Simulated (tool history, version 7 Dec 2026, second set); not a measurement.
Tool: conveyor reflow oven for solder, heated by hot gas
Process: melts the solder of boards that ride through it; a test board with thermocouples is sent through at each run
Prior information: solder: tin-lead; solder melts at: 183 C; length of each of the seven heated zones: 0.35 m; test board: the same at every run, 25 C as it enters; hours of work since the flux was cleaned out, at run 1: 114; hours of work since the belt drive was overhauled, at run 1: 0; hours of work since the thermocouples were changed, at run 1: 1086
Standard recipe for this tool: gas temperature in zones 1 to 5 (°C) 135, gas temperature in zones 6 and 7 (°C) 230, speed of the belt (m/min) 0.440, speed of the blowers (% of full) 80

| run | hour | gas temperature in zones 1 to 5 (°C) | gas temperature in zones 6 and 7 (°C) | speed of the belt (m/min) | speed of the blowers (% of full) | hours of work since the flux was cleaned out | hours of work since the belt drive was overhauled | hours of work since the thermocouples were changed | highest temperature of the board (°C) | time above the solder's melting point (s) |
|---|---|---|---|---|---|---|---|---|---|---|
| 1 | 0.0 | 135 | 230 | 0.440 | 80 | 114 | 0 | 1086 | 222.2 | 75.6 |
| 2 | 29.9 | 135 | 230 | 0.440 | 80 | 135 | 21 | 1107 | 222.4 | 76.3 |
| 3 | 54.5 | 135 | 230 | 0.440 | 80 | 153 | 39 | 1125 | 221.7 | 77.4 |
| 4 | 85.3 | 135 | 230 | 0.440 | 80 | 174 | 60 | 1147 | 222.3 | 76.5 |
| 5 | 105.3 | 135 | 230 | 0.440 | 80 | 189 | 74 | 1161 | 221.9 | 76.2 |
| 6 | 144.4 | 135 | 230 | 0.440 | 80 | 216 | 102 | 1188 | 222.1 | 76.1 |
|  | 160.4 | flux residue cleaned out of gas plates and filters |
|  | 171.8 | thermocouples of zones 6 and 7 changed |
| 7 | 188.7 | 135 | 230 | 0.493 | 80 | 19 | 128 | 12 | 217.5 | 64.6 |
| 8 | 230.6 | 135 | 230 | 0.493 | 80 | 48 | 158 | 42 | 217.4 | 65.0 |
| 9 | 262.0 | 135 | 230 | 0.440 | 80 | 70 | 180 | 64 | 220.7 | 75.8 |
| 10 | 289.0 | 135 | 230 | 0.409 | 80 | 90 | 199 | 83 | 222.0 | 83.7 |
| 11 | 314.0 | 135 | 230 | 0.409 | 80 | 107 | 217 | 101 | 222.0 | 83.3 |
| 12 | 338.6 | 135 | 237 | 0.440 | 80 | 125 | 234 | 118 | 226.4 | 80.2 |
| 13 | 380.4 | 135 | 237 | 0.440 | 80 | 154 | 264 | 148 | 226.3 | 80.6 |
| 14 | 402.4 | 135 | 244 | 0.440 | 80 | 170 | 280 | 163 | 233.4 | 84.0 |
| 15 | 429.1 | 135 | 244 | 0.440 | 69 | 189 | 298 | 182 | 230.7 | 82.3 |
| 16 | 453.1 | 132 | 231 | 0.420 | 57 | 206 | 315 | 199 | 216.8 | 73.6 |
| 17 | 471.8 | 140 | 232 | 0.440 | 80 | 219 | 329 | 212 | 222.2 | 78.8 |
|  | 485.9 | flux residue cleaned out of gas plates and filters |
| 18 | 498.5 | 135 | 224 | 0.440 | 53 | 9 | 344 | 227 | 208.6 | 62.5 |
| 19 | 518.4 | 135 | 238 | 0.498 | 53 | 23 | 358 | 242 | 216.4 | 61.0 |
| 20 | 542.6 | 135 | 238 | 0.498 | 53 | 40 | 375 | 259 | 216.9 | 61.8 |
| 21 | 583.5 | 135 | 238 | 0.498 | 53 | 69 | 404 | 288 | 217.0 | 61.1 |
| 22 | 623.0 | 135 | 242 | 0.433 | 75 | 97 | 432 | 316 | 231.8 | 83.9 |
| 23 | 655.6 | 136 | 243 | 0.440 | 78 | 120 | 455 | 339 | 232.4 | 84.5 |
| 24 | 684.9 | 131 | 228 | 0.440 | 78 | 141 | 476 | 359 | 218.3 | 73.3 |
| 25 | 714.6 | 131 | 228 | 0.440 | 78 | 162 | 497 | 380 | 218.0 | 72.5 |
| 26 | 736.4 | 121 | 236 | 0.467 | 84 | 177 | 512 | 396 | 224.2 | 69.4 |
| 27 | 760.5 | 135 | 230 | 0.469 | 80 | 194 | 529 | 413 | 219.1 | 70.2 |
| 28 | 784.9 | 135 | 230 | 0.469 | 80 | 211 | 546 | 430 | 218.8 | 71.4 |
|  | 807.6 | flux residue cleaned out of gas plates and filters |
| 29 | 812.8 | 121 | 230 | 0.469 | 81 | 4 | 563 | 446 | 218.6 | 65.5 |
| 30 | 844.0 | 121 | 230 | 0.469 | 81 | 26 | 585 | 468 | 218.7 | 64.6 |

Branching from run 30: 3 alternative next runs. What would each branch give?
| A | 871.2 | 121 | 220 | 0.469 | 89 | 45 | 604 | 487 | ? | ? |
| B | 871.2 | 121 | 230 | 0.469 | 63 | 45 | 604 | 487 | ? | ? |
| C | 871.2 | 134 | 226 | 0.469 | 66 | 45 | 604 | 487 | ? | ? |

| run | highest temperature of the board (°C) | time above the solder's melting point (s) |
|---|---|---|
| A | 210.7 | 58.4 |
| B | 213.4 | 58.3 |
| C | 213.0 | 64.1 |
What these runs would have given with no unlogged condition in the tool:
| run | highest temperature of the board (°C) | time above the solder's melting point (s) |
|---|---|---|
| A | 209.9 | 56.6 |
| B | 212.4 | 56.3 |
| C | 212.1 | 62.0 |
